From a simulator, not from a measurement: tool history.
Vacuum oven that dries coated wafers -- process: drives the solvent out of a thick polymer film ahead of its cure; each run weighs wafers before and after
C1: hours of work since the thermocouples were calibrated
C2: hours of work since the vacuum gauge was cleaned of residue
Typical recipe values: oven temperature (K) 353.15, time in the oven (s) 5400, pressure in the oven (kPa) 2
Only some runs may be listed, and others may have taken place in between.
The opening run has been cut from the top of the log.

{"run": 2, "hour": 43.4, "oven temperature (K)": 353.15, "time in the oven (s)": 5400, "pressure in the oven (kPa)": 2, "C1": 621, "C2": 969, "solvent left in the film (%)": 3.59}
{"run": 3, "hour": 79.4, "oven temperature (K)": 353.15, "time in the oven (s)": 5400, "pressure in the oven (kPa)": 2, "C1": 640, "C2": 988, "solvent left in the film (%)": 3.56}
{"run": 4, "hour": 141.2, "oven temperature (K)": 353.15, "time in the oven (s)": 5400, "pressure in the oven (kPa)": 2, "C1": 672, "C2": 1019, "solvent left in the film (%)": 3.48}
{"run": 5, "hour": 195.9, "oven temperature (K)": 353.15, "time in the oven (s)": 5400, "pressure in the oven (kPa)": 2, "C1": 700, "C2": 1048, "solvent left in the film (%)": 3.65}
{"run": 6, "hour": 241.7, "oven temperature (K)": 353.15, "time in the oven (s)": 5400, "pressure in the oven (kPa)": 2, "C1": 723, "C2": 1071, "solvent left in the film (%)": 3.64}
{"run": 7, "hour": 286.7, "oven temperature (K)": 353.15, "time in the oven (s)": 5400, "pressure in the oven (kPa)": 2, "C1": 746, "C2": 1094, "solvent left in the film (%)": 3.54}
{"run": 8, "hour": 357.4, "oven temperature (K)": 353.15, "time in the oven (s)": 3240, "pressure in the oven (kPa)": 2, "C1": 783, "C2": 1131, "solvent left in the film (%)": 6.54}
{"run": 9, "hour": 420.2, "oven temperature (K)": 353.15, "time in the oven (s)": 3240, "pressure in the oven (kPa)": 2, "C1": 815, "C2": 1163, "solvent left in the film (%)": 6.57}
{"run": 10, "hour": 455.6, "oven temperature (K)": 353.15, "time in the oven (s)": 3240, "pressure in the oven (kPa)": 2, "C1": 833, "C2": 1181, "solvent left in the film (%)": 6.49}
{"run": 11, "hour": 518.0, "oven temperature (K)": 353.15, "time in the oven (s)": 3240, "pressure in the oven (kPa)": 1.11, "C1": 866, "C2": 1214, "solvent left in the film (%)": 6.32}
{"run": 12, "hour": 550.2, "oven temperature (K)": 353.15, "time in the oven (s)": 3240, "pressure in the oven (kPa)": 1.11, "C1": 882, "C2": 1230, "solvent left in the film (%)": 6.28}
{"run": 13, "hour": 604.7, "oven temperature (K)": 353.15, "time in the oven (s)": 3240, "pressure in the oven (kPa)": 1.11, "C1": 910, "C2": 1258, "solvent left in the film (%)": 6.36}
{"run": 14, "hour": 643.9, "oven temperature (K)": 353.15, "time in the oven (s)": 5400, "pressure in the oven (kPa)": 2, "C1": 930, "C2": 1278, "solvent left in the film (%)": 3.6}
{"run": 15, "hour": 695.5, "oven temperature (K)": 353.15, "time in the oven (s)": 5400, "pressure in the oven (kPa)": 1.61, "C1": 957, "C2": 1305, "solvent left in the film (%)": 3.38}
{"hour": 727.5, "done": "vacuum gauge cleaned of residue and calibrated"}
{"run": 16, "hour": 767.5, "oven temperature (K)": 353.15, "time in the oven (s)": 5400, "pressure in the oven (kPa)": 3, "C1": 993, "C2": 21, "solvent left in the film (%)": 3.94}
{"run": 17, "hour": 824.1, "oven temperature (K)": 353.15, "time in the oven (s)": 5400, "pressure in the oven (kPa)": 2.09, "C1": 1022, "C2": 50, "solvent left in the film (%)": 3.69}
{"run": 18, "hour": 859.1, "oven temperature (K)": 353.15, "time in the oven (s)": 5400, "pressure in the oven (kPa)": 2.46, "C1": 1040, "C2": 68, "solvent left in the film (%)": 3.64}
{"run": 19, "hour": 903.6, "oven temperature (K)": 353.15, "time in the oven (s)": 5400, "pressure in the oven (kPa)": 2.46, "C1": 1063, "C2": 91, "solvent left in the film (%)": 3.73}
{"run": 20, "hour": 940.3, "oven temperature (K)": 353.15, "time in the oven (s)": 5400, "pressure in the oven (kPa)": 2.46, "C1": 1082, "C2": 110, "solvent left in the film (%)": 3.65}

Run 21 has not been measured yet. What should we expect?
{"run": 21, "hour": 970.3, "oven temperature (K)": 357.15, "time in the oven (s)": 4200, "pressure in the oven (kPa)": 1.99, "C1": 1098, "C2": 125, "solvent left in the film (%)": "?"}

Run 21 measured solvent left in the film (%) 3.8.
With no hidden state in the tool, this same run would have given solvent left in the film (%) 3.77.
